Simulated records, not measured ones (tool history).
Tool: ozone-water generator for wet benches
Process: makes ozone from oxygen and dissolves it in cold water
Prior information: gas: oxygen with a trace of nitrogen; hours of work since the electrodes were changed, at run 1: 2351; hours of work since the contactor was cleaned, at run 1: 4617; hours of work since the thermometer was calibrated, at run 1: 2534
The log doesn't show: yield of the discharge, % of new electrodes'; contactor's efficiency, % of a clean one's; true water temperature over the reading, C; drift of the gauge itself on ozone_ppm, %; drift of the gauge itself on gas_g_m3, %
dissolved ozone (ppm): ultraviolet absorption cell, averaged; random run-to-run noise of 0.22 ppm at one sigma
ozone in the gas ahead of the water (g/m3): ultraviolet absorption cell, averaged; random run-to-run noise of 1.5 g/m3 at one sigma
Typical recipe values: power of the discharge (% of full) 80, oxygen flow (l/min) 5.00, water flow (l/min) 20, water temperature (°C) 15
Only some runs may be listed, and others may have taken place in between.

run,hour,power of the discharge (% of full),oxygen flow (l/min),water flow (l/min),water temperature (°C),hours of work since the electrodes were changed,hours of work since the contactor was cleaned,hours of work since the thermometer was calibrated,dissolved ozone (ppm),ozone in the gas ahead of the water (g/m3)
1,0.0,80,5.00,20,15,2351,4617,2534,29.9,263.2
2,132.9,80,4.49,20,15,2472,4738,2655,29.2,275.7
3,229.4,80,4.49,20,15,2560,4826,2743,29.8,270.9
4,360.5,80,4.49,20,15,2679,4945,2862,29.9,272.6
5,460.7,80,4.49,20,15,2771,5037,2954,29.6,273.2
6,541.6,59,4.49,20,15,2844,5110,3027,23.1,211.1
7,607.8,59,4.49,20,15,2905,5171,3088,23.1,213.6
8,697.0,80,5.00,20,15,2986,5252,3169,29.7,258.1
9,795.9,76,5.00,20,15,3076,5342,3259,28.6,244.6
10,930.1,76,5.00,20,15,3199,5465,3382,27.8,243.7
11,1005.9,76,5.00,20,15,3268,5534,3451,28.4,246.8
# hour 1032.1: water thermometer calibrated
12,1130.5,76,5.00,20,15,3381,5647,90,28.3,246.5
13,1264.9,80,5.00,14,15,3503,5769,212,36.9,251.1
14,1342.6,80,5.00,14,15,3574,5840,283,36.8,252.4
15,1474.9,80,5.00,14,15,3695,5961,404,36.6,252.4
16,1532.7,80,5.00,13,15,3748,6014,456,38.5,251.7
17,1593.8,80,4.00,28,10,3803,6069,512,22.3,279.9
# hour 1656.1: contactor cleaned
18,1697.6,80,4.00,28,10,3894,38,603,22.7,279.0
19,1801.9,81,6.13,13,15,3989,133,698,38.7,229.9
20,1866.9,81,6.13,13,15,4049,192,757,39.2,227.7
21,1978.4,81,6.13,13,15,4150,294,859,38.7,227.8
22,2066.5,81,4.39,13,17,4231,374,939,37.8,268.2
23,2150.3,80,6.68,20,15,4307,451,1016,29.5,217.6
24,2213.5,80,4.57,20,15,4365,508,1074,29.0,258.7
25,2337.5,62,3.76,15,9,4478,621,1187,30.6,234.6
26,2459.9,53,5.00,20,19,4589,733,1298,19.8,181.6
27,2572.6,99,3.87,20,21,4692,836,1401,30.4,329.1
28,2674.8,80,8.12,26,15,4785,929,1494,25.0,195.1
29,2806.2,80,8.12,26,15,4905,1049,1614,24.6,191.8
30,2942.4,79,8.12,28,15,5029,1173,1738,23.0,191.5
31,3063.0,46,4.75,24,8,5139,1283,1848,17.5,165.3
32,3178.2,80,5.00,17,15,5244,1388,1953,31.3,242.3

Branching from run 32: 4 alternative next runs. What would each branch give?
A,3315.6,58,5.00,17,12,5369,1513,2078,?,?
B,3315.6,79,5.00,15,21,5369,1513,2078,?,?
C,3315.6,45,5.00,17,18,5369,1513,2078,?,?
D,3315.6,57,5.00,21,15,5369,1513,2078,?,?

run,dissolved ozone (ppm),ozone in the gas ahead of the water (g/m3)
A,25.8,190.6
B,30.8,238.3
C,19.6,156.2
D,21.0,189.3
Had the tool no hidden state, the same runs would have come out as:
run,dissolved ozone (ppm),ozone in the gas ahead of the water (g/m3)
A,28.7,209.9
B,35.2,269.9
C,21.3,168.2
D,23.3,208.1

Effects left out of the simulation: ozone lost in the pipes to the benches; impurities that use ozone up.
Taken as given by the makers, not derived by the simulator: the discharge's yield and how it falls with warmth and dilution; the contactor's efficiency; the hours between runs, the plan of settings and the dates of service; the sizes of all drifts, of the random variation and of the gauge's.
